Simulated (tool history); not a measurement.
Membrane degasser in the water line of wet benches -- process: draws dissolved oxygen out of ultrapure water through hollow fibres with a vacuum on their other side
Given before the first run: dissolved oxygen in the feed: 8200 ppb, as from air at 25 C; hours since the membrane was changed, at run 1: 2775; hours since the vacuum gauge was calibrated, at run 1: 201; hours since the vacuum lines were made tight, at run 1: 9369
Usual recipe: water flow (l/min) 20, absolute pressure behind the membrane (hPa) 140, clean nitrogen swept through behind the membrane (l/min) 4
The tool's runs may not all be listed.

run    hour  water flow (l/min)  absolute pressure behind the membrane (hPa)  clean nitrogen swept through behind the membrane (l/min)  hours since the membrane was changed  hours since the vacuum gauge was calibrated  hours since the vacuum lines were made tight  dissolved oxygen in the water behind the degasser (ppb)  pressure that the water loses in the fibres (hPa)
  1       0                  20                                          140                                                         4                                  2775                                          201                                          9369                                                    169.3                                              465.4
  2   227.2                  20                                          140                                                         4                                  3002                                          428                                          9597                                                    168.6                                                466
  3     492                  20                                          140                                                         4                                  3267                                          693                                          9861                                                    169.7                                              461.7
  4   707.5                  20                                          140                                                      5.81                                  3482                                          909                                         10077                                                    130.4                                              465.1
  5   847.1                  20                                          140                                                      5.81                                  3622                                         1048                                         10217                                                    130.2                                              465.6
  6   980.7                  20                                          140                                                      5.81                                  3755                                         1182                                         10350                                                    131.6                                              466.5
  7  1225.6                  16                                          140                                                         4                                  4000                                         1427                                         10595                                                    131.5                                                371
  8  1374.7                  16                                          140                                                         4                                  4149                                         1576                                         10744                                                    131.4                                              374.1
  9  1585.4                  20                                          140                                                         4                                  4360                                         1786                                         10955                                                    171.5                                              468.3
 10    1821                  23                                          140                                                         4                                  4596                                         2022                                         11190                                                    201.6                                              537.6
 11  1944.8                  23                                          140                                                      6.25                                  4719                                         2146                                         11314                                                    150.3                                              539.7
 12  2171.3                  20                                          140                                                         4                                  4946                                         2372                                         11541                                                    174.5                                                467
 13  2372.6                  20                                          140                                                         4                                  5147                                         2574                                         11742                                                      173                                                469
 14  2576.6                  20                                          140                                                      3.65                                  5351                                         2778                                         11946                                                    183.8                                              470.7
       2615  -- seals of the vacuum lines changed
 15  2787.8                  28                                          140                                                         4                                  5560                                         2987                                           173                                                    261.2                                              658.6
 16  3053.4                  31                                          140                                                         4                                  5826                                         3252                                           438                                                    292.4                                              730.3
 17  3186.7                  26                                          202                                                      2.61                                  5959                                         3386                                           572                                                    448.8                                              611.9
 18  3445.3                  26                                          202                                                      1.79                                  6218                                         3644                                           830                                                    606.1                                              610.3
 19  3706.5                  26                                          202                                                      1.79                                  6479                                         3906                                          1091                                                      608                                              609.2
 20    3911                  15                                           91                                                         4                                  6684                                         4110                                          1296                                                     78.5                                              351.9
 21  4028.1                  26                                          140                                                       2.5                                  6801                                         4227                                          1413                                                    326.5                                              609.7
 22  4294.2                  26                                          140                                                       2.5                                  7067                                         4493                                          1679                                                    333.4                                              615.1
 23  4418.4                  17                                          140                                                       9.7                                  7191                                         4617                                          1803                                                     77.2                                              400.2
 24    4694                  17                                          140                                                       9.7                                  7467                                         4893                                          2079                                                     77.6                                                403
 25  4905.7                  20                                          197                                                         4                                  7678                                         5105                                          2291                                                    241.6                                              471.2
 26  5053.2                  22                                          102                                                         4                                  7826                                         5252                                          2438                                                    147.3                                                523
 27    5314                  13                                           90                                                      7.05                                  8087                                         5513                                          2699                                                     43.5                                              308.3
 28  5598.1                  17                                          159                                                       4.1                                  8371                                         5797                                          2983                                                    159.5                                              405.2
 29  5849.8                  17                                          159                                                       4.1                                  8622                                         6049                                          3235                                                      160                                              404.8
 30  6111.6                  17                                          159                                                       4.1                                  8884                                         6311                                          3497                                                    160.2                                              403.7
 31  6313.1                  16                                          299                                                      4.24                                  9086                                         6512                                          3698                                                    269.9                                              378.8

Take each entry between the runs: how does the hidden state at the last listed run before it differ from the hidden state at the first listed run after it?
Runs 14 to 15: seals of the vacuum lines changed (hour 2615)
  membrane still open, %: 98.4 -> 98.3; true pressure behind the membrane over the reading, kPa: 0.18 -> 0.19; air that leaks in behind the membrane, l/min: 0.0113 -> 0.0035
  measured value less the no-hidden-state value, dissolved oxygen in the water behind the degasser (ppb): +7.5 -> +9.3; pressure that the water loses in the fibres (hPa): +7.7 -> +11.2

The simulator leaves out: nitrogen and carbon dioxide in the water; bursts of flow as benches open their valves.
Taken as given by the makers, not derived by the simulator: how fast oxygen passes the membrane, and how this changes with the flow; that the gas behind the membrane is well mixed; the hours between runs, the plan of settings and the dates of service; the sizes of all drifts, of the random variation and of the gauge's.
